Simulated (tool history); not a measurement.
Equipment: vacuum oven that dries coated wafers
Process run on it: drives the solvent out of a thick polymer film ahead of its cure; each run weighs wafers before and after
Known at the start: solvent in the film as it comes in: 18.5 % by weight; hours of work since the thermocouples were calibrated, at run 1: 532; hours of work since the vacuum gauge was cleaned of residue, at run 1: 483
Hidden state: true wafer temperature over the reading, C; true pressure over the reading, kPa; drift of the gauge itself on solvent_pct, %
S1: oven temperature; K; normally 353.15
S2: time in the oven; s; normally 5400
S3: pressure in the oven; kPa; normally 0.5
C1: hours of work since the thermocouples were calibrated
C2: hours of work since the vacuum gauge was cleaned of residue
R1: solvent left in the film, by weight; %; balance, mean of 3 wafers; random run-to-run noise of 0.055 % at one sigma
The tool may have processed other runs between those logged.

run	day	S1	S2	S3	C1	C2	R1
1	0	353.15	5400	0.5	532	483	1.96
2	0.879	353.15	5400	0.783	548	500	2.05
3	1.612	353.15	5100	0.5	562	513	2.21
4	2.383	353.15	5100	0.996	577	528	2.34
5	3.142	353.15	5100	0.996	591	542	2.28
6	4.112	353.15	5100	0.996	610	561	2.3
7	4.892	363.15	5400	0.5	625	576	0.65
8	5.738	363.15	5400	0.5	640	592	0.65
9	6.671	353.15	5400	1.873	658	609	2.16
10	7.262	353.15	5400	1.873	669	621	2.23
11	7.738	353.15	5400	1.873	678	630	2.21
12	8.479	353.15	5400	0.5	693	644	1.96
13	9.025	342.15	5400	0.5	703	654	4.63
14	9.496	342.15	5400	0.5	712	663	4.64
15	10.05	353.15	5400	0.5	722	673	1.86
16	10.596	353.15	5400	0.5	733	684	1.93
17	11.079	348.15	5400	0.5	742	693	3.1
18	11.971	348.15	5400	0.5	759	710	3.04
19	12.417	344.15	5400	0.5	767	718	4.07
20	13.112	353.15	3180	0.5	780	731	4.57
21	13.917	353.15	5460	0.5	796	747	1.85
22	14.888	353.15	5460	0.5	814	765	1.94
23	15.562	353.15	5400	1.155	827	778	1.99
24	16.546	354.15	2700	0.66	845	797	4.96
25	17.392	354.15	2700	0.66	861	813	4.98
26	17.862	354.15	2700	0.66	870	821	5.03
27	18.862	349.15	3960	0.391	889	840	4.29
28	19.8	362.15	5400	0.5	907	858	0.66
29	20.5	353.15	5400	0.5	920	871	1.82
# day 20.667: oven's thermocouples calibrated
30	21.121	349.15	8400	0.416	9	882	0.8
31	21.646	353.15	5400	0.695	19	892	1.73
32	22.442	367.15	5520	0.5	34	907	0.28
33	23.279	367.15	5520	0.5	49	923	0.22
# day 23.417: oven's thermocouples calibrated, once more
34	24.062	360.15	5400	0.283	12	936	1.16
35	24.525	348.15	5400	0.283	21	945	3.5
36	25.396	348.15	5400	0.283	38	961	3.48
37	26.317	353.15	6000	0.851	55	979	2.08
38	27.342	353.15	6000	0.851	74	998	1.92
39	28.379	355.15	7440	1.879	94	1018	1.09
40	29.154	356.15	3960	0.731	109	1032	3.15
41	29.762	356.15	3960	0.731	120	1044	3.04
42	30.375	356.15	3960	0.731	132	1055	3.07
43	30.954	361.15	5880	0.314	143	1066	0.63
44	31.979	348.15	7380	0.803	162	1086	2.18
45	32.579	355.15	7380	0.988	174	1097	1.02
46	33.417	352.15	4800	0.379	189	1113	3.1

Same runs, no hidden state in the tool, same run-to-run variation:
run	R1
1	2.28
2	2.38
3	2.56
4	2.7
5	2.64
6	2.68
7	0.8
8	0.81
9	2.54
10	2.61
11	2.59
12	2.34
13	5.18
14	5.2
15	2.25
16	2.33
17	3.61
18	3.55
19	4.64
20	5.14
21	2.26
22	2.35
23	2.42
24	5.56
25	5.6
26	5.64
27	4.92
28	0.88
29	2.28
30	1.29
31	2.42
32	0.44
33	0.38
34	1.13
35	3.45
36	3.44
37	2.05
38	1.9
39	1.07
40	3.15
41	3.05
42	3.08
43	0.62
44	2.18
45	1.01
46	3.14
